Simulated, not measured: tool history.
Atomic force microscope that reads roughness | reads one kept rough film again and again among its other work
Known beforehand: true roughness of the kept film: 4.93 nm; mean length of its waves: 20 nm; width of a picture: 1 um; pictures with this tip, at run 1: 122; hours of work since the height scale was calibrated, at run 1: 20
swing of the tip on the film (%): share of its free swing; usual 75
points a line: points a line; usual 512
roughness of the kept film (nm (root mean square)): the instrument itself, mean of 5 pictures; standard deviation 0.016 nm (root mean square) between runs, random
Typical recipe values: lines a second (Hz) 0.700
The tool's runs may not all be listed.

| run | hour | lines a second (Hz) | swing of the tip on the film (%) | points a line | pictures with this tip | hours of work since the height scale was calibrated | roughness of the kept film (nm (root mean square)) |
|---|---|---|---|---|---|---|---|
| 1 | 0.0 | 0.700 | 75 | 512 | 122 | 20 | 3.465 |
| 2 | 8.0 | 0.700 | 75 | 512 | 130 | 25 | 3.468 |
| 3 | 24.8 | 0.700 | 75 | 512 | 149 | 36 | 3.399 |
| 4 | 32.2 | 0.700 | 75 | 512 | 156 | 40 | 3.382 |
| 5 | 42.0 | 0.700 | 75 | 512 | 167 | 47 | 3.402 |
| 6 | 50.0 | 0.700 | 75 | 512 | 176 | 52 | 3.378 |
| 7 | 66.6 | 3.656 | 75 | 512 | 194 | 62 | 2.967 |
| 8 | 81.3 | 3.656 | 75 | 512 | 209 | 71 | 2.956 |
| 9 | 98.5 | 3.656 | 75 | 512 | 228 | 82 | 2.903 |
| 10 | 116.7 | 3.656 | 75 | 696 | 248 | 93 | 2.876 |
| 11 | 124.8 | 3.656 | 75 | 696 | 256 | 98 | 2.870 |
| 12 | 135.8 | 0.700 | 75 | 512 | 268 | 105 | 3.191 |
| 13 | 151.5 | 0.700 | 75 | 512 | 285 | 115 | 3.132 |
| 14 | 169.6 | 0.700 | 75 | 512 | 304 | 126 | 3.119 |
| 15 | 178.1 | 0.700 | 80 | 512 | 314 | 131 | 3.066 |
| 16 | 187.5 | 0.700 | 80 | 512 | 324 | 137 | 3.057 |
| 17 | 196.1 | 0.700 | 80 | 512 | 333 | 143 | 3.025 |
| 18 | 210.8 | 0.700 | 80 | 512 | 349 | 152 | 3.010 |
|  | 213.3 | height scale calibrated on a step standard |
| 19 | 228.3 | 3.643 | 55 | 512 | 367 | 9 | 2.964 |
| 20 | 242.9 | 0.623 | 58 | 462 | 382 | 18 | 3.031 |
|  | 244.7 | new tip fitted |
| 21 | 260.6 | 0.623 | 58 | 462 | 17 | 29 | 3.788 |
| 22 | 271.8 | 1.514 | 75 | 710 | 29 | 36 | 3.606 |
| 23 | 281.6 | 0.922 | 80 | 1015 | 40 | 42 | 3.624 |
| 24 | 290.4 | 0.700 | 79 | 304 | 49 | 48 | 3.584 |
| 25 | 303.3 | 0.700 | 79 | 304 | 63 | 56 | 3.554 |
|  | 309.5 | height scale calibrated on a step standard, once more |
| 26 | 313.1 | 2.853 | 65 | 512 | 72 | 2 | 3.463 |
| 27 | 321.1 | 2.285 | 75 | 679 | 81 | 7 | 3.369 |
| 28 | 328.7 | 2.285 | 80 | 850 | 89 | 12 | 3.279 |
| 29 | 345.5 | 2.285 | 80 | 850 | 107 | 22 | 3.243 |
| 30 | 357.3 | 0.911 | 71 | 314 | 120 | 30 | 3.438 |
| 31 | 372.9 | 0.619 | 71 | 314 | 137 | 40 | 3.415 |
| 32 | 382.0 | 0.503 | 82 | 452 | 147 | 45 | 3.423 |
| 33 | 394.5 | 1.631 | 64 | 686 | 160 | 53 | 3.380 |
| 34 | 410.2 | 1.194 | 73 | 1022 | 177 | 63 | 3.324 |
| 35 | 418.7 | 0.700 | 67 | 517 | 186 | 68 | 3.375 |
| 36 | 429.0 | 0.677 | 67 | 272 | 197 | 75 | 3.288 |

Branching from run 36: 5 alternative next runs. What would each branch give?
| A | 437.0 | 0.677 | 86 | 479 | 206 | 79 | ? |
| B | 437.0 | 0.700 | 69 | 345 | 206 | 79 | ? |
| C | 437.0 | 0.620 | 72 | 476 | 206 | 79 | ? |
| D | 437.0 | 1.209 | 88 | 272 | 206 | 79 | ? |
| E | 437.0 | 1.059 | 67 | 272 | 206 | 79 | ? |

| run | roughness of the kept film (nm (root mean square)) |
|---|---|
| A | 3.240 |
| B | 3.278 |
| C | 3.329 |
| D | 3.044 |
| E | 3.242 |
With no hidden state in the tool, these same runs would have given:
| run | roughness of the kept film (nm (root mean square)) |
|---|---|
| A | 3.740 |
| B | 3.784 |
| C | 3.843 |
| D | 3.514 |
| E | 3.742 |
